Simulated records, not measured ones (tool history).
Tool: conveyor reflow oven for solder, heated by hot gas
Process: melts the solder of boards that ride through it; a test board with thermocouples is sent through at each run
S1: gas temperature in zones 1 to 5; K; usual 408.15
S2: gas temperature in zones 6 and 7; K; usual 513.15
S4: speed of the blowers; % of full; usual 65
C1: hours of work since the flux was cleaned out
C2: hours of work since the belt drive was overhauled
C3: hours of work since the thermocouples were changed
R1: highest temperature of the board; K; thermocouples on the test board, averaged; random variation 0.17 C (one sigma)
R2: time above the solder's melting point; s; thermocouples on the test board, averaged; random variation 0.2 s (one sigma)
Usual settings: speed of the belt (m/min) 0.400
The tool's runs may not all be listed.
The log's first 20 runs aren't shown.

run 21 hour=311.7 | S1=412.15 S2=504.15 speed_of_the_belt_(m/min)=0.400 S4=53 | C1=15 C2=354 C3=845 | R1=487.95 R2=65.8
run 22 hour=327.5 | S1=412.15 S2=504.15 speed_of_the_belt_(m/min)=0.400 S4=53 | C1=22 C2=361 C3=853 | R1=488.15 R2=65.4
run 23 hour=346.0 | S1=412.15 S2=504.15 speed_of_the_belt_(m/min)=0.400 S4=53 | C1=31 C2=370 C3=861 | R1=488.35 R2=65.6
run 24 hour=364.3 | S1=418.15 S2=513.15 speed_of_the_belt_(m/min)=0.400 S4=63 | C1=39 C2=378 C3=870 | R1=499.85 R2=78.7
-- hour=372.9 flux residue cleaned out of gas plates and filters, once more
run 25 hour=377.9 | S1=408.15 S2=513.15 speed_of_the_belt_(m/min)=0.403 S4=65 | C1=2 C2=382 C3=874 | R1=501.85 R2=76.0
run 26 hour=389.0 | S1=409.15 S2=526.15 speed_of_the_belt_(m/min)=0.403 S4=65 | C1=7 C2=387 C3=879 | R1=513.75 R2=83.7
run 27 hour=398.4 | S1=409.15 S2=526.15 speed_of_the_belt_(m/min)=0.403 S4=65 | C1=12 C2=392 C3=883 | R1=514.25 R2=83.3
run 28 hour=417.5 | S1=408.15 S2=513.15 speed_of_the_belt_(m/min)=0.360 S4=86 | C1=21 C2=401 C3=892 | R1=509.15 R2=90.1
run 29 hour=430.5 | S1=408.15 S2=521.15 speed_of_the_belt_(m/min)=0.360 S4=86 | C1=27 C2=407 C3=898 | R1=517.25 R2=94.6
run 30 hour=441.2 | S1=408.15 S2=513.15 speed_of_the_belt_(m/min)=0.374 S4=60 | C1=32 C2=412 C3=903 | R1=502.35 R2=82.7
run 31 hour=456.1 | S1=408.15 S2=513.15 speed_of_the_belt_(m/min)=0.374 S4=60 | C1=38 C2=418 C3=910 | R1=502.75 R2=81.9

Forecast each of these 3 alternatives for the next run:
run A hour=465.1 | S1=408.15 S2=524.15 speed_of_the_belt_(m/min)=0.400 S4=69 | C1=43 C2=423 C3=914 | R1=? R2=?
run B hour=465.1 | S1=410.15 S2=513.15 speed_of_the_belt_(m/min)=0.400 S4=54 | C1=43 C2=423 C3=914 | R1=? R2=?
run C hour=465.1 | S1=408.15 S2=513.15 speed_of_the_belt_(m/min)=0.456 S4=74 | C1=43 C2=423 C3=914 | R1=? R2=?

run=A R1=513.25 R2=83.1
run=B R1=498.85 R2=74.3
run=C R1=500.35 R2=65.9
Without the tool's hidden state the same runs would have given:
run=A R1=510.05 R2=80.5
run=B R1=495.65 R2=71.0
run=C R1=497.25 R2=63.3

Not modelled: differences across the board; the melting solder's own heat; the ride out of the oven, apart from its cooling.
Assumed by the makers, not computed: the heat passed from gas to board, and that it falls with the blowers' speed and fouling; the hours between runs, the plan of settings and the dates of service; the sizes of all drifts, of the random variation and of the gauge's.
